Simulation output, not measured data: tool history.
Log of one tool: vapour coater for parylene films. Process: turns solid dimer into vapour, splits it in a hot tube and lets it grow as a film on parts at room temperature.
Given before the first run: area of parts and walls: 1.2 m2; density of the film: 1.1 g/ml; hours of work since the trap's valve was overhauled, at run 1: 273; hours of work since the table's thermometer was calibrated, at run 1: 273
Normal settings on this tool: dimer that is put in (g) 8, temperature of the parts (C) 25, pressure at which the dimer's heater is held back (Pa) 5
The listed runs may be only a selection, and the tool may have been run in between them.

run	hour	dimer that is put in (g)	temperature of the parts (C)	pressure at which the dimer's heater is held back (Pa)	hours of work since the trap's valve was overhauled	hours of work since the table's thermometer was calibrated	thickness of the film (µm)
1	0	8	25	5	273	273	2.79
2	44.5	8	25	5	307	307	2.71
3	95	8	25	5	347	347	2.75
4	126.9	8	21	5	372	372	3.16
5	178.7	8	25	7.54	412	412	2.51
6	205.4	8	25	11.81	433	433	2.36
7	265.7	8	25	11.81	480	480	2.35
8	324	8	25	11.81	526	526	2.36
9	361	8	25	11.81	555	555	2.33
10	391.8	8	25	11.81	579	579	2.33
11	433.9	12	37	5	612	612	2.39
12	485.4	14	25	11.89	652	652	3.97
# hour 535.5: trap's valve overhauled
13	547.5	8	18	5	9	698	3.76
14	597.5	8	18	5	48	737	3.76
15	631.7	4	18	6.61	75	763	1.8
16	665.7	4	25	5	102	790	1.4
17	727.3	5	25	4.36	150	838	1.79

4 ways to go on from here, each from the tool as it stands after run 17. What would each give?
A	766.3	9	25	4.03	180	869	?
B	766.3	5	25	2.12	180	869	?
C	766.3	4	25	4.36	180	869	?
D	766.3	4	25	9.42	180	869	?

run	thickness of the film (µm)
A	3.2
B	1.93
C	1.42
D	1.32
Take away the tool's hidden state, keep each run's random variation, and the runs would have read:
run	thickness of the film (µm)
A	3.37
B	2.03
C	1.49
D	1.4
